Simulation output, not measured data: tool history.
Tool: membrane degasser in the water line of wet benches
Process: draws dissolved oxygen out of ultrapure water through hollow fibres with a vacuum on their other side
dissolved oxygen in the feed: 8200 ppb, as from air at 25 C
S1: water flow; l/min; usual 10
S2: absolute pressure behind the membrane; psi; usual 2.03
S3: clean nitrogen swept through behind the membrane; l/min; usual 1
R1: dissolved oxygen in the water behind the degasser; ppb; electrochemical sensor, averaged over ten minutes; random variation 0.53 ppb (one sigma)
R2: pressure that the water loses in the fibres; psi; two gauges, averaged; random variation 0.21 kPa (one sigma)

| run | hour | S1 | S2 | S3 | R1 | R2 |
|---|---|---|---|---|---|---|
| 1 | 0 | 10 | 2.03 | 1 | 258.7 | 9.863 |
| 2 | 83.4 | 10 | 2.03 | 1 | 259.6 | 9.879 |
| 3 | 197.6 | 10 | 2.03 | 1 | 259.9 | 9.915 |
| 4 | 299.6 | 10 | 2.03 | 1 | 260.4 | 9.926 |
| 5 | 362.6 | 10 | 2.03 | 1 | 260.5 | 9.97 |
| 6 | 467.2 | 10 | 1.23 | 1 | 132.8 | 9.954 |
| 7 | 570 | 10 | 1.23 | 1 | 132.9 | 9.908 |
| 8 | 630.6 | 10 | 1.23 | 1 | 133.5 | 9.977 |
| 9 | 716.9 | 10 | 1.23 | 1 | 133.1 | 9.981 |
| 10 | 832.4 | 10 | 1.23 | 1 | 133.5 | 9.961 |
| 11 | 938 | 10 | 2.03 | 1 | 262.9 | 9.957 |
| 12 | 1055.2 | 10 | 2.03 | 0.79 | 324 | 9.947 |
|  | 1080.9 | vacuum gauge calibrated |
|  | 1082.9 | seals of the vacuum lines changed |
| 13 | 1119.2 | 10 | 2.03 | 0.85 | 292.2 | 9.931 |
| 14 | 1168.5 | 10 | 2.03 | 0.85 | 293.1 | 9.937 |
| 15 | 1276.9 | 10 | 2.03 | 0.85 | 294.3 | 9.939 |
| 16 | 1332.1 | 10 | 2.03 | 0.85 | 292.2 | 9.974 |
| 17 | 1438.6 | 10 | 2.03 | 0.85 | 293.9 | 9.984 |
| 18 | 1516.9 | 13 | 2.03 | 1 | 330.7 | 12.998 |
| 19 | 1569.7 | 10 | 2.47 | 1.93 | 175 | 9.992 |
| 20 | 1654.4 | 10 | 2.47 | 1.93 | 175.3 | 10 |
| 21 | 1757.4 | 6 | 1.68 | 0.94 | 131.4 | 5.989 |
| 22 | 1838.2 | 6 | 1.68 | 0.94 | 131.3 | 5.997 |
| 23 | 1930.3 | 6 | 2.51 | 0.94 | 217.5 | 5.984 |
| 24 | 2004.8 | 6 | 2.51 | 0.94 | 217.7 | 6.015 |
| 25 | 2063.9 | 12 | 2 | 1 | 301.1 | 12.024 |
| 26 | 2129 | 12 | 2 | 1 | 301.5 | 11.99 |
| 27 | 2226 | 10 | 2.36 | 1 | 307.8 | 10.005 |
| 28 | 2301.6 | 10 | 1.26 | 2.3 | 62.9 | 10.015 |
| 29 | 2417.5 | 10 | 1.26 | 2.3 | 63 | 9.993 |
| 30 | 2495.1 | 12 | 1.26 | 2.3 | 80.6 | 12.051 |
| 31 | 2587.7 | 16 | 3.15 | 1.6 | 459.7 | 16.112 |
| 32 | 2654 | 13 | 3.15 | 1.6 | 365.1 | 13.143 |
| 33 | 2738.8 | 10 | 1.74 | 1 | 212.6 | 10.029 |

3 ways to go on from here, each from the tool as it stands after run 33. What would each give?
| A | 2852.1 | 10 | 1.49 | 1 | ? | ? |
| B | 2852.1 | 9 | 1.36 | 1.18 | ? | ? |
| C | 2852.1 | 6 | 1.74 | 1.9 | ? | ? |

| run | R1 | R2 |
|---|---|---|
| A | 174.1 | 10.1 |
| B | 118.5 | 9.031 |
| C | 71.9 | 6.016 |
Without the tool's hidden state the same runs would have given:
| run | R1 | R2 |
|---|---|---|
| A | 167.7 | 9.689 |
| B | 113.6 | 8.662 |
| C | 69 | 5.77 |

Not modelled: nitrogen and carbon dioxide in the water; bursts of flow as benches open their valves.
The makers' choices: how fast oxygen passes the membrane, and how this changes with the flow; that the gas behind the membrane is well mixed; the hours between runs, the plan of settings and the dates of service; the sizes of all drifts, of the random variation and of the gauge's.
